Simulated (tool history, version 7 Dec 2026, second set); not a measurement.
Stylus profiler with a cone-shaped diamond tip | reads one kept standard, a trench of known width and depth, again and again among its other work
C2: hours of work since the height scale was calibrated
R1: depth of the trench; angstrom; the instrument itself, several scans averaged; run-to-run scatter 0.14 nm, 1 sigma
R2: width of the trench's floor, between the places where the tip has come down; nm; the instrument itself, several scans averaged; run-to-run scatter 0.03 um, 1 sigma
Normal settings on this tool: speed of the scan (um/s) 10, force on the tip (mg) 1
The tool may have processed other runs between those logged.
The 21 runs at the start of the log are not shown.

Run 22, hour 953.1: usual settings but speed of the scan (um/s) 12, force on the tip (mg) 0.68; scans with this tip 17865; C2 39. Result: R1 5013.2 angstrom, R2 16190 nm.
Run 23, hour 982.1: usual settings; scans with this tip 18027; C2 51. Result: R1 5021.8 angstrom, R2 16230 nm.
Run 24, hour 1034.8: usual settings but speed of the scan (um/s) 13, force on the tip (mg) 1.63; scans with this tip 18320; C2 73. Result: R1 5037.9 angstrom, R2 16220 nm.
Run 25, hour 1069.7: usual settings but speed of the scan (um/s) 13, force on the tip (mg) 1.63; scans with this tip 18514; C2 87. Result: R1 5038.8 angstrom, R2 16200 nm.
Run 26, hour 1098.4: usual settings but speed of the scan (um/s) 3, force on the tip (mg) 0.87; scans with this tip 18673; C2 99. Result: R1 5017.7 angstrom, R2 16270 nm.
Run 27, hour 1133.1: usual settings but speed of the scan (um/s) 5, force on the tip (mg) 0.66; scans with this tip 18866; C2 113. Result: R1 5011 angstrom, R2 16220 nm.
Run 28, hour 1171: usual settings but speed of the scan (um/s) 2, force on the tip (mg) 0.9; scans with this tip 19077; C2 128. Result: R1 5019.9 angstrom, R2 16260 nm.
At hour 1190.9: height scale calibrated on a step standard, once more.
Run 29, hour 1230.7: usual settings but speed of the scan (um/s) 19, force on the tip (mg) 1.34; scans with this tip 19406; C2 16. Result: R1 5049.5 angstrom, R2 16120 nm.
Run 30, hour 1295.3: usual settings but speed of the scan (um/s) 18, force on the tip (mg) 1.91; scans with this tip 19765; C2 43. Result: R1 5066.7 angstrom, R2 16100 nm.
Run 31, hour 1329.6: usual settings but speed of the scan (um/s) 3, force on the tip (mg) 1.04; scans with this tip 19956; C2 57. Result: R1 5042 angstrom, R2 16190 nm.
Run 32, hour 1382.6: usual settings but speed of the scan (um/s) 3, force on the tip (mg) 1.04; scans with this tip 20250; C2 78. Result: R1 5040.7 angstrom, R2 16160 nm.
Run 33, hour 1438.7: usual settings but speed of the scan (um/s) 3, force on the tip (mg) 1.04; scans with this tip 20562; C2 101. Result: R1 5041.3 angstrom, R2 16180 nm.
Run 34, hour 1490.3: usual settings but speed of the scan (um/s) 32, force on the tip (mg) 2.61; scans with this tip 20849; C2 122. Result: R1 5077 angstrom, R2 16010 nm.
Run 35, hour 1525.4: usual settings but speed of the scan (um/s) 26, force on the tip (mg) 1.67; scans with this tip 21044; C2 136. Result: R1 5055.1 angstrom, R2 15970 nm.
Run 36, hour 1586.8: usual settings but speed of the scan (um/s) 26, force on the tip (mg) 1.67; scans with this tip 21386; C2 161. Result: R1 5057 angstrom, R2 15920 nm.
Run 37, hour 1621.5: usual settings but speed of the scan (um/s) 3, force on the tip (mg) 1.72; scans with this tip 21578; C2 176. Result: R1 5056.5 angstrom, R2 16100 nm.
Run 38, hour 1665.5: usual settings but speed of the scan (um/s) 35, force on the tip (mg) 1.16; scans with this tip 21823; C2 194. Result: R1 5039.8 angstrom, R2 15830 nm.
Run 39, hour 1713.5: usual settings but speed of the scan (um/s) 35, force on the tip (mg) 1.16; scans with this tip 22090; C2 213. Result: R1 5044.2 angstrom, R2 15820 nm.

Run 40 comes next. What will it give?
Run 40, hour 1777.2: usual settings but speed of the scan (um/s) 2, force on the tip (mg) 2.06; scans with this tip 22444; C2 239. Result: R1 ?, R2 ?.

{"run 40": {"R1": 5063.4, "R2": 16120}}
Minus the tool's unlogged condition, the same run would have read R1 5068.5 angstrom, R2 17390 nm.
